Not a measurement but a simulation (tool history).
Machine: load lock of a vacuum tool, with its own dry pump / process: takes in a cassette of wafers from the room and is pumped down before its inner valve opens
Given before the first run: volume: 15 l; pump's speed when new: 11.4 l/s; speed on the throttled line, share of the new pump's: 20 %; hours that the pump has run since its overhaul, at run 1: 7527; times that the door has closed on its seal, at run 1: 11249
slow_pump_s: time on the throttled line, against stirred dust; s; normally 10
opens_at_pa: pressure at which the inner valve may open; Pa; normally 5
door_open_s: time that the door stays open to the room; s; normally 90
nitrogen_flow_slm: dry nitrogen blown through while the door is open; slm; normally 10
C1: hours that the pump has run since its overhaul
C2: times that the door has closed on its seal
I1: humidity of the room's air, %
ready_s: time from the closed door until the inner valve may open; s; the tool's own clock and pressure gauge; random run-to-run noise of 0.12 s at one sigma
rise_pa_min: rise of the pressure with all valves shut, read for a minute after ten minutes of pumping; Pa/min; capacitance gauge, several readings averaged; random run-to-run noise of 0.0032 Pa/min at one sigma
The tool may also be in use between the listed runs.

Run 1, hour 0: usual settings; C1 7527; C2 11249; I1 44.9. Result: ready_s 21.2 s, rise_pa_min 0.104 Pa/min.
Run 2, hour 167.3: usual settings; C1 7695; C2 11839; I1 46.8. Result: ready_s 21.2 s, rise_pa_min 0.111 Pa/min.
Run 3, hour 365.4: usual settings; C1 7893; C2 12536; I1 46. Result: ready_s 21 s, rise_pa_min 0.104 Pa/min.
Run 4, hour 634.1: usual settings but slow_pump_s 8 s; C1 8162; C2 13482; I1 43.1. Result: ready_s 19.6 s, rise_pa_min 0.099 Pa/min.
Run 5, hour 856.7: usual settings but slow_pump_s 8 s, door_open_s 190 s; C1 8384; C2 14266; I1 45.5. Result: ready_s 19.4 s, rise_pa_min 0.153 Pa/min.
Run 6, hour 1062: usual settings but slow_pump_s 8 s, door_open_s 190 s; C1 8589; C2 14989; I1 45.1. Result: ready_s 19.7 s, rise_pa_min 0.155 Pa/min.
Run 7, hour 1278.8: usual settings but slow_pump_s 8 s, door_open_s 190 s; C1 8806; C2 15752; I1 44.1. Result: ready_s 19.6 s, rise_pa_min 0.153 Pa/min.
Run 8, hour 1410.3: usual settings but slow_pump_s 8 s, door_open_s 190 s; C1 8938; C2 16215; I1 46.9. Result: ready_s 19.7 s, rise_pa_min 0.163 Pa/min.
Run 9, hour 1631: usual settings; C1 9158; C2 16993; I1 45.7. Result: ready_s 21.2 s, rise_pa_min 0.1 Pa/min.
Run 10, hour 1836.6: usual settings; C1 9364; C2 17716; I1 44.3. Result: ready_s 21.1 s, rise_pa_min 0.102 Pa/min.
Run 11, hour 2070.5: usual settings but nitrogen_flow_slm 5 slm; C1 9598; C2 18540; I1 45.5. Result: ready_s 21.3 s, rise_pa_min 0.125 Pa/min.
Run 12, hour 2280.6: usual settings but nitrogen_flow_slm 5 slm; C1 9808; C2 19280; I1 43.4. Result: ready_s 21.1 s, rise_pa_min 0.117 Pa/min.
Run 13, hour 2484.1: usual settings but slow_pump_s 9 s, nitrogen_flow_slm 21 slm; C1 10012; C2 19996; I1 42.8. Result: ready_s 20.3 s, rise_pa_min 0.083 Pa/min.
Run 14, hour 2734.5: usual settings but slow_pump_s 9 s, nitrogen_flow_slm 21 slm; C1 10262; C2 20878; I1 42.5. Result: ready_s 20.3 s, rise_pa_min 0.078 Pa/min.
At hour 2844.5: door's seal changed, seat wiped.
Run 15, hour 2983.3: usual settings but opens_at_pa 8 Pa; C1 10509; C2 489; I1 47. Result: ready_s 20.6 s, rise_pa_min 0.111 Pa/min.
Run 16, hour 3190.6: usual settings but opens_at_pa 6 Pa, nitrogen_flow_slm 11 slm; C1 10717; C2 1219; I1 43.9. Result: ready_s 20.8 s, rise_pa_min 0.097 Pa/min.
Run 17, hour 3363: usual settings but slow_pump_s 16 s, opens_at_pa 6 Pa, door_open_s 130 s, nitrogen_flow_slm 30 slm; C1 10889; C2 1826; I1 43.2. Result: ready_s 25.5 s, rise_pa_min 0.084 Pa/min.
Run 18, hour 3579.6: usual settings but slow_pump_s 5 s, opens_at_pa 9 Pa, door_open_s 108 s, nitrogen_flow_slm 9 slm; C1 11105; C2 2588; I1 43.8. Result: ready_s 16.4 s, rise_pa_min 0.112 Pa/min.
Run 19, hour 3858.4: usual settings but slow_pump_s 9 s, opens_at_pa 6 Pa, door_open_s 40 s, nitrogen_flow_slm 5 slm; C1 11384; C2 3570; I1 45.1. Result: ready_s 20.1 s, rise_pa_min 0.075 Pa/min.
Run 20, hour 4160.5: usual settings but slow_pump_s 9 s, opens_at_pa 6 Pa, door_open_s 40 s, nitrogen_flow_slm 5 slm; C1 11686; C2 4634; I1 44.3. Result: ready_s 20.3 s, rise_pa_min 0.075 Pa/min.
Run 21, hour 4321.1: usual settings but slow_pump_s 9 s, opens_at_pa 6 Pa, door_open_s 40 s, nitrogen_flow_slm 5 slm; C1 11847; C2 5200; I1 46.1. Result: ready_s 20 s, rise_pa_min 0.073 Pa/min.
Run 22, hour 4589.2: usual settings but door_open_s 195 s, nitrogen_flow_slm 5 slm; C1 12115; C2 6144; I1 48.5. Result: ready_s 21.1 s, rise_pa_min 0.19 Pa/min.
Run 23, hour 4861.6: usual settings but door_open_s 133 s, nitrogen_flow_slm 7 slm; C1 12388; C2 7103; I1 48.1. Result: ready_s 21.2 s, rise_pa_min 0.149 Pa/min.

What differs in the tool's unlogged condition from the final listed run ahead of each entry between runs to the first listed run following it?
Runs 14 to 15: door's seal changed, seat wiped (hour 2844.5)
  leak at the door's seal, Pa l/s: 0.0026 -> 0.002
